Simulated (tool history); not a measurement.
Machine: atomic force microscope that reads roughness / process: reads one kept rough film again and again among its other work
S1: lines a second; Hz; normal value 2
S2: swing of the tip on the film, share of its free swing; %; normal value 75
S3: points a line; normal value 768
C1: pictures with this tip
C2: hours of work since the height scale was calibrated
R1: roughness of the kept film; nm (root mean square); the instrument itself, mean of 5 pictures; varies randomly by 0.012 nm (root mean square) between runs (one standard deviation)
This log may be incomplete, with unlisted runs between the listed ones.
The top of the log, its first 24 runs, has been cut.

run,hour,S1,S2,S3,C1,C2,R1
25,377.4,0.64,75,935,22,35,2.826
26,396.4,0.64,75,935,38,43,2.794
# hour 409.4: height scale calibrated on a step standard, once more
27,410.9,0.6,59,768,50,1,2.835
28,433.7,0.6,59,768,69,10,2.781
29,451.7,0.6,59,768,84,18,2.779
30,474.4,2.39,69,406,104,28,2.517
31,494.4,2.39,69,406,121,37,2.485
32,507.3,2,85,306,132,42,2.27
33,528.3,2,85,306,149,51,2.248
34,538.7,2.98,75,768,158,56,2.285

What if the next run were any one of these 5? Each begins from the tool's condition after run 34:
A,548.5,2.98,75,290,167,60,?
B,548.5,1.88,87,411,167,60,?
C,548.5,3.86,75,768,167,60,?
D,548.5,2.6,75,768,167,60,?
E,548.5,1.03,75,768,167,60,?

run,R1
A,2.248
B,2.218
C,2.183
D,2.292
E,2.488
Without the tool's hidden state the same runs would have given:
run,R1
A,2.569
B,2.535
C,2.496
D,2.62
E,2.845
